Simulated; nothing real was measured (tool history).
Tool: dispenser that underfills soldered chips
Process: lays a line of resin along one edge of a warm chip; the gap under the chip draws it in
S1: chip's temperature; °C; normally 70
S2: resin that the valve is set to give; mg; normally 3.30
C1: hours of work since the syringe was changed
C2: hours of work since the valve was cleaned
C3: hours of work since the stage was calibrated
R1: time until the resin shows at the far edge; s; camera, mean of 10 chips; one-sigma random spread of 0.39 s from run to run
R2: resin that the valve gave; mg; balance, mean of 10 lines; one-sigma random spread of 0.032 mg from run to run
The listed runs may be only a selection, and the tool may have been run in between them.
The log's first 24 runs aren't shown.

run 25 day=4.358 | S1=67 S2=3.05 | C1=4 C2=39 C3=228 | R1=39.2 R2=3.02
run 26 day=4.521 | S1=61 S2=3.60 | C1=7 C2=42 C3=230 | R1=56.2 R2=3.48
-- day=4.642 new syringe of resin
run 27 day=4.746 | S1=77 S2=3.88 | C1=2 C2=46 C3=234 | R1=21.1 R2=3.78
run 28 day=4.892 | S1=77 S2=3.88 | C1=4 C2=48 C3=236 | R1=24.5 R2=3.78
run 29 day=5.088 | S1=77 S2=3.88 | C1=7 C2=51 C3=239 | R1=29.2 R2=3.72
-- day=5.162 new syringe of resin
run 30 day=5.279 | S1=56 S2=2.97 | C1=2 C2=54 C3=242 | R1=54.5 R2=2.83
run 31 day=5.483 | S1=72 S2=3.75 | C1=5 C2=57 C3=246 | R1=32.5 R2=3.59
run 32 day=5.646 | S1=80 S2=3.16 | C1=8 C2=60 C3=248 | R1=28.6 R2=3.07
-- day=5.692 new syringe of resin
run 33 day=5.825 | S1=59 S2=3.00 | C1=2 C2=63 C3=251 | R1=47.8 R2=2.86
run 34 day=6.046 | S1=65 S2=3.00 | C1=6 C2=67 C3=255 | R1=46.3 R2=2.79
-- day=6.221 new syringe of resin
run 35 day=6.221 | S1=67 S2=3.15 | C1=0 C2=69 C3=257 | R1=31.1 R2=2.91
run 36 day=6.333 | S1=78 S2=3.46 | C1=2 C2=71 C3=259 | R1=21.2 R2=3.28

Below are 3 alternative next runs, each starting from the tool's condition after run 36. Predict each:
run A day=6.458 | S1=76 S2=3.29 | C1=4 C2=73 C3=261 | R1=? R2=?
run B day=6.458 | S1=70 S2=2.93 | C1=4 C2=73 C3=261 | R1=? R2=?
run C day=6.458 | S1=56 S2=3.88 | C1=4 C2=73 C3=261 | R1=? R2=?

run=A R1=26.1 R2=3.10
run=B R1=34.8 R2=2.79
run=C R1=58.2 R2=3.69
Without the tool's hidden state the same runs would have given:
run=A R1=19.4 R2=3.28
run=B R1=25.8 R2=2.95
run=C R1=43.2 R2=3.90

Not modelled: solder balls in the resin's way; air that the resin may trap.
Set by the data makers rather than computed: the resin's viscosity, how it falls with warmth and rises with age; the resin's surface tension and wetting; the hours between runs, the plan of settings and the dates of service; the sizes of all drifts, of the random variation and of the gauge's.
